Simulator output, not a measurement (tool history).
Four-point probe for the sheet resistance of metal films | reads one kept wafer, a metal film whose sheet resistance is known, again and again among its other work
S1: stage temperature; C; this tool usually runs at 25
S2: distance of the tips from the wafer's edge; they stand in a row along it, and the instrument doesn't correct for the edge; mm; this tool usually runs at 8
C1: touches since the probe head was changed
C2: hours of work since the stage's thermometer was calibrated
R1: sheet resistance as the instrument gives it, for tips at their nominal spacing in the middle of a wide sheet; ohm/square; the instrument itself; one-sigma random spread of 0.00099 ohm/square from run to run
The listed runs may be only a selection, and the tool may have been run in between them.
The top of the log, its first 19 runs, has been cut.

| run | hour | S1 | S2 | C1 | C2 | R1 |
|---|---|---|---|---|---|---|
| 20 | 527.4 | 24 | 8 | 32261 | 95 | 4.960042 |
| 21 | 557.3 | 24 | 8 | 32971 | 108 | 4.958939 |
| 22 | 587.5 | 25 | 8 | 33690 | 121 | 4.959957 |
| 23 | 619.2 | 25 | 8 | 34444 | 134 | 4.95911 |
| 24 | 642.7 | 25 | 8 | 35004 | 145 | 4.962241 |
| 25 | 659.8 | 25 | 8 | 35410 | 152 | 4.959654 |
| 26 | 688.8 | 29 | 7 | 36100 | 165 | 4.963875 |
| 27 | 707.2 | 19 | 26 | 36538 | 173 | 4.949754 |
| 28 | 724.9 | 24 | 8 | 36958 | 180 | 4.960534 |
| 29 | 759.4 | 32 | 45 | 37779 | 195 | 4.952494 |
| 30 | 783.8 | 19 | 18 | 38358 | 206 | 4.9486 |
| 31 | 799.1 | 28 | 44 | 38722 | 212 | 4.951047 |
| 32 | 817.9 | 35 | 5 | 39171 | 221 | 4.978479 |
| 33 | 846.5 | 29 | 62 | 39850 | 233 | 4.949361 |
| 34 | 883 | 20 | 8 | 40717 | 249 | 4.958435 |
| 35 | 900.2 | 20 | 8 | 41127 | 256 | 4.958925 |
| 36 | 930.9 | 18 | 8 | 41858 | 269 | 4.955848 |
| 37 | 957.1 | 34 | 45 | 42480 | 281 | 4.952954 |
| 38 | 989.4 | 21 | 68 | 43247 | 295 | 4.948701 |
| 39 | 1015.4 | 20 | 6 | 43866 | 306 | 4.966442 |
| 40 | 1044.2 | 20 | 8 | 44552 | 318 | 4.959649 |
| 41 | 1073.2 | 20 | 8 | 45242 | 331 | 4.959141 |
| 42 | 1108.3 | 20 | 8 | 46076 | 346 | 4.958126 |
| 43 | 1145.4 | 31 | 7 | 46957 | 362 | 4.964548 |
| 44 | 1170.8 | 22 | 27 | 47562 | 373 | 4.949142 |

Consider 3 possible next runs. They are alternatives, not a sequence: every one starts from the tool as it was left by run 44. What does each give?
| A | 1199.4 | 22 | 5 | 48243 | 386 | ? |
| B | 1199.4 | 23 | 36 | 48243 | 386 | ? |
| C | 1199.4 | 35 | 26 | 48243 | 386 | ? |

| run | R1 |
|---|---|
| A | 4.97507 |
| B | 4.948698 |
| C | 4.954315 |
Without the tool's hidden state the same runs would have given:
| run | R1 |
|---|---|
| A | 4.975131 |
| B | 4.948759 |
| C | 4.954376 |
